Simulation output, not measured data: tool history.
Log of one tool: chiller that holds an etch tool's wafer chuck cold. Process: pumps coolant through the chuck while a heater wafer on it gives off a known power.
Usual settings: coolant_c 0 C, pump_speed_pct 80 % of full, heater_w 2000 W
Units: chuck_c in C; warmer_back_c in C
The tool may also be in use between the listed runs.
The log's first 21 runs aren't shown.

run	day	coolant_c	pump_speed_pct	heater_w	chuck_c	warmer_back_c
22	88.046	-4	68	1021	4.3	3.58
23	92.612	-4	68	1021	4.2	3.65
24	95.429	5	80	2000	19.6	5.97
25	100.946	0	91	2000	13.9	5.25
26	103.325	0	91	2000	13.9	5.17
27	108.242	0	91	2000	13.9	5.19
28	114.062	0	91	2000	14.1	5.29
29	119.458	0	91	2000	14.1	5.22
# day 120.758: coolant changed, channels flushed
30	122.704	0	91	2000	12.1	5.24
31	126.662	1	80	2000	14.2	6.06
32	129.138	-2	79	2230	12.9	6.88

4 ways to go on from here, each from the tool as it stands after run 32. What would each give?
A	133.850	-7	80	1823	?	?
B	133.850	-7	79	2230	?	?
C	133.850	8	77	2230	?	?
D	133.850	0	87	1094	?	?

run	chuck_c	warmer_back_c
A	5.2	5.54
B	7.7	6.98
C	23.1	7.15
D	6.9	3.06
Without the tool's hidden state the same runs would have given:
run	chuck_c	warmer_back_c
A	4.1	4.80
B	6.4	6.06
C	21.8	6.20
D	6.4	2.66

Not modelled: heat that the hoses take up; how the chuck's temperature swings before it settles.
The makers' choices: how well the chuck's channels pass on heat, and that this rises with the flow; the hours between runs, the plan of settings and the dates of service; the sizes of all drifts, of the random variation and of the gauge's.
